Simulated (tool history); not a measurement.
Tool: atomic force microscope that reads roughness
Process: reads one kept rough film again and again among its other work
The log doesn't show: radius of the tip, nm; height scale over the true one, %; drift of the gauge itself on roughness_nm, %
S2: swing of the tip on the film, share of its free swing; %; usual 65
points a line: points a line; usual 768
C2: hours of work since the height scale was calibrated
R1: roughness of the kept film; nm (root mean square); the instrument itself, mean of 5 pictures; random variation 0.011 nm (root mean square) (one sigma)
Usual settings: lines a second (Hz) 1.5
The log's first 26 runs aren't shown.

-- hour=189 new tip fitted
run 27 hour=196.2 | lines_a_second_(Hz)=1.5 S2=57 points_a_line=471 | pictures_with_this_tip=10 C2=23 | R1=2.47
run 28 hour=204 | lines_a_second_(Hz)=1.5 S2=57 points_a_line=471 | pictures_with_this_tip=20 C2=28 | R1=2.353
run 29 hour=211.8 | lines_a_second_(Hz)=0.65 S2=57 points_a_line=471 | pictures_with_this_tip=30 C2=32 | R1=2.289
-- hour=217.9 height scale calibrated on a step standard, once more
run 30 hour=219.8 | lines_a_second_(Hz)=0.9 S2=82 points_a_line=608 | pictures_with_this_tip=39 C2=1 | R1=2.012
run 31 hour=229.5 | lines_a_second_(Hz)=3.35 S2=58 points_a_line=895 | pictures_with_this_tip=52 C2=6 | R1=1.92
run 32 hour=238.1 | lines_a_second_(Hz)=3.35 S2=58 points_a_line=895 | pictures_with_this_tip=63 C2=11 | R1=1.845
run 33 hour=243.2 | lines_a_second_(Hz)=1.5 S2=89 points_a_line=634 | pictures_with_this_tip=69 C2=14 | R1=1.588
run 34 hour=249 | lines_a_second_(Hz)=1.5 S2=89 points_a_line=634 | pictures_with_this_tip=77 C2=17 | R1=1.534
-- hour=250.3 new tip fitted
run 35 hour=254.8 | lines_a_second_(Hz)=3.46 S2=68 points_a_line=768 | pictures_with_this_tip=6 C2=20 | R1=2.199
run 36 hour=261.4 | lines_a_second_(Hz)=0.58 S2=70 points_a_line=964 | pictures_with_this_tip=15 C2=24 | R1=2.454
run 37 hour=271 | lines_a_second_(Hz)=1.81 S2=74 points_a_line=882 | pictures_with_this_tip=27 C2=29 | R1=2.088
run 38 hour=275.9 | lines_a_second_(Hz)=3.1 S2=78 points_a_line=798 | pictures_with_this_tip=33 C2=32 | R1=1.796
run 39 hour=283 | lines_a_second_(Hz)=0.63 S2=78 points_a_line=750 | pictures_with_this_tip=43 C2=36 | R1=2.086
run 40 hour=289 | lines_a_second_(Hz)=0.53 S2=65 points_a_line=471 | pictures_with_this_tip=51 C2=40 | R1=2.074
run 41 hour=298.9 | lines_a_second_(Hz)=0.8 S2=68 points_a_line=471 | pictures_with_this_tip=64 C2=45 | R1=1.915
run 42 hour=309.4 | lines_a_second_(Hz)=0.8 S2=66 points_a_line=667 | pictures_with_this_tip=77 C2=51 | R1=1.841
-- hour=310.4 new tip fitted
run 43 hour=315.8 | lines_a_second_(Hz)=1.63 S2=82 points_a_line=345 | pictures_with_this_tip=7 C2=54 | R1=2.165
run 44 hour=321.7 | lines_a_second_(Hz)=1.68 S2=65 points_a_line=775 | pictures_with_this_tip=15 C2=58 | R1=2.331
run 45 hour=328.1 | lines_a_second_(Hz)=1.22 S2=86 points_a_line=510 | pictures_with_this_tip=23 C2=61 | R1=2.04
run 46 hour=336.9 | lines_a_second_(Hz)=3.05 S2=65 points_a_line=286 | pictures_with_this_tip=34 C2=66 | R1=1.969
run 47 hour=343 | lines_a_second_(Hz)=0.65 S2=65 points_a_line=353 | pictures_with_this_tip=42 C2=70 | R1=2.124
run 48 hour=351.7 | lines_a_second_(Hz)=0.65 S2=65 points_a_line=353 | pictures_with_this_tip=54 C2=74 | R1=2.009
run 49 hour=360.9 | lines_a_second_(Hz)=1.83 S2=60 points_a_line=768 | pictures_with_this_tip=66 C2=80 | R1=1.895

4 ways to go on from here, each from the tool as it stands after run 49. What would each give?
-- hour=370.5 new tip fitted
run A hour=370.5 | lines_a_second_(Hz)=1.53 S2=61 points_a_line=534 | pictures_with_this_tip=0 C2=85 | R1=?
-- hour=370.5 new tip fitted
run B hour=370.5 | lines_a_second_(Hz)=1.5 S2=58 points_a_line=768 | pictures_with_this_tip=0 C2=85 | R1=?
-- hour=370.5 new tip fitted
run C hour=370.5 | lines_a_second_(Hz)=1.73 S2=61 points_a_line=826 | pictures_with_this_tip=0 C2=85 | R1=?
-- hour=370.5 new tip fitted
run D hour=370.5 | lines_a_second_(Hz)=2.91 S2=60 points_a_line=303 | pictures_with_this_tip=0 C2=85 | R1=?

run=A R1=2.563
run=B R1=2.616
run=C R1=2.579
run=D R1=2.419
Without the tool's hidden state the same runs would have given:
run=A R1=2.56
run=B R1=2.613
run=C R1=2.576
run=D R1=2.417

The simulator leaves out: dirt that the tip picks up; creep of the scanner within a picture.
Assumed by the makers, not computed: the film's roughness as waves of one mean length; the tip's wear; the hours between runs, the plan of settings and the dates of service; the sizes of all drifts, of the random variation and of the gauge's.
